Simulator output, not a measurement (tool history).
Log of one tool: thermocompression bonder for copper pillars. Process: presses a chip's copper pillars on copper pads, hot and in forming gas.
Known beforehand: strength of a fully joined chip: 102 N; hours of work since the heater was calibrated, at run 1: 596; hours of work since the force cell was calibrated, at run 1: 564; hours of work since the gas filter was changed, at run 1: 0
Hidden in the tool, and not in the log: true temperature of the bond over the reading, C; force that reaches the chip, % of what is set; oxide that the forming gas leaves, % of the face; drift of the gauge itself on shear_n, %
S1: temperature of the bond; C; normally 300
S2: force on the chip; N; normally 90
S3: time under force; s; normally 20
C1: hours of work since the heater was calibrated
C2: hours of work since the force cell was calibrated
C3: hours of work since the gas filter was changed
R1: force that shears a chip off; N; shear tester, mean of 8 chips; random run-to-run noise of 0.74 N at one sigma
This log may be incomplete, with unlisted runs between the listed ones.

{"run": 1, "hour": 0.0, "S1": 300, "S2": 90, "S3": 20, "C1": 596, "C2": 564, "C3": 0, "R1": 49.5}
{"run": 2, "hour": 42.0, "S1": 300, "S2": 90, "S3": 20, "C1": 619, "C2": 587, "C3": 23, "R1": 47.8}
{"run": 3, "hour": 79.0, "S1": 300, "S2": 90, "S3": 20, "C1": 639, "C2": 607, "C3": 44, "R1": 48.7}
{"run": 4, "hour": 106.1, "S1": 300, "S2": 90, "S3": 15, "C1": 654, "C2": 622, "C3": 59, "R1": 42.9}
{"run": 5, "hour": 127.0, "S1": 300, "S2": 90, "S3": 15, "C1": 666, "C2": 634, "C3": 70, "R1": 42.5}
{"run": 6, "hour": 149.2, "S1": 300, "S2": 90, "S3": 11, "C1": 678, "C2": 646, "C3": 82, "R1": 37.6}
{"run": 7, "hour": 174.6, "S1": 326, "S2": 90, "S3": 20, "C1": 692, "C2": 660, "C3": 96, "R1": 58.7}
{"run": 8, "hour": 199.7, "S1": 326, "S2": 90, "S3": 48, "C1": 706, "C2": 674, "C3": 110, "R1": 71.2}
{"run": 9, "hour": 222.6, "S1": 300, "S2": 90, "S3": 46, "C1": 718, "C2": 687, "C3": 123, "R1": 59.2}
{"run": 10, "hour": 259.1, "S1": 300, "S2": 90, "S3": 46, "C1": 738, "C2": 707, "C3": 143, "R1": 58.6}
{"hour": 271.6, "done": "heater calibrated with a thermocouple chip"}
{"run": 11, "hour": 294.3, "S1": 300, "S2": 90, "S3": 46, "C1": 13, "C2": 725, "C3": 161, "R1": 57.1}
{"hour": 327.7, "done": "forming gas filter changed"}
{"run": 12, "hour": 329.6, "S1": 300, "S2": 90, "S3": 46, "C1": 32, "C2": 744, "C3": 1, "R1": 61.5}
{"run": 13, "hour": 369.3, "S1": 300, "S2": 90, "S3": 46, "C1": 54, "C2": 766, "C3": 23, "R1": 60.7}
{"run": 14, "hour": 391.2, "S1": 300, "S2": 90, "S3": 20, "C1": 66, "C2": 778, "C3": 35, "R1": 45.7}
{"hour": 417.0, "done": "force cell calibrated"}
{"run": 15, "hour": 420.0, "S1": 300, "S2": 90, "S3": 20, "C1": 81, "C2": 2, "C3": 50, "R1": 47}
{"hour": 440.3, "done": "heater calibrated with a thermocouple chip, once more"}
{"run": 16, "hour": 444.5, "S1": 300, "S2": 101, "S3": 50, "C1": 2, "C2": 14, "C3": 62, "R1": 73}
{"run": 17, "hour": 468.2, "S1": 300, "S2": 90, "S3": 59, "C1": 15, "C2": 27, "C3": 76, "R1": 69.8}
{"run": 18, "hour": 488.8, "S1": 300, "S2": 114, "S3": 59, "C1": 27, "C2": 38, "C3": 87, "R1": 78}
{"run": 19, "hour": 509.1, "S1": 300, "S2": 96, "S3": 31, "C1": 38, "C2": 50, "C3": 98, "R1": 61.5}
{"run": 20, "hour": 532.0, "S1": 300, "S2": 111, "S3": 20, "C1": 51, "C2": 62, "C3": 111, "R1": 56.4}
{"run": 21, "hour": 571.5, "S1": 317, "S2": 121, "S3": 54, "C1": 72, "C2": 84, "C3": 132, "R1": 81.3}
{"run": 22, "hour": 605.8, "S1": 316, "S2": 90, "S3": 37, "C1": 91, "C2": 103, "C3": 151, "R1": 66.5}
{"run": 23, "hour": 631.6, "S1": 316, "S2": 133, "S3": 37, "C1": 105, "C2": 117, "C3": 166, "R1": 77.1}
{"run": 24, "hour": 652.4, "S1": 275, "S2": 90, "S3": 14, "C1": 117, "C2": 129, "C3": 177, "R1": 31.9}
{"hour": 656.9, "done": "forming gas filter changed"}
{"run": 25, "hour": 683.6, "S1": 304, "S2": 90, "S3": 22, "C1": 134, "C2": 146, "C3": 15, "R1": 56}
{"run": 26, "hour": 703.5, "S1": 300, "S2": 95, "S3": 33, "C1": 145, "C2": 157, "C3": 26, "R1": 63.3}
{"run": 27, "hour": 723.5, "S1": 315, "S2": 56, "S3": 20, "C1": 156, "C2": 168, "C3": 37, "R1": 45}
{"run": 28, "hour": 743.7, "S1": 315, "S2": 56, "S3": 20, "C1": 167, "C2": 179, "C3": 48, "R1": 45.4}

3 options for the next run, each taken on its own from the tool as it stands now. Forecast them:
{"run": "A", "hour": 775.3, "S1": 300, "S2": 66, "S3": 58, "C1": 184, "C2": 196, "C3": 65, "R1": "?"}
{"run": "B", "hour": 775.3, "S1": 284, "S2": 56, "S3": 18, "C1": 184, "C2": 196, "C3": 65, "R1": "?"}
{"run": "C", "hour": 775.3, "S1": 276, "S2": 90, "S3": 20, "C1": 184, "C2": 196, "C3": 65, "R1": "?"}

run=A R1=60.9
run=B R1=31.1
run=C R1=40
Without the tool's hidden state the same runs would have given:
run=A R1=64.4
run=B R1=33.2
run=C R1=42.6

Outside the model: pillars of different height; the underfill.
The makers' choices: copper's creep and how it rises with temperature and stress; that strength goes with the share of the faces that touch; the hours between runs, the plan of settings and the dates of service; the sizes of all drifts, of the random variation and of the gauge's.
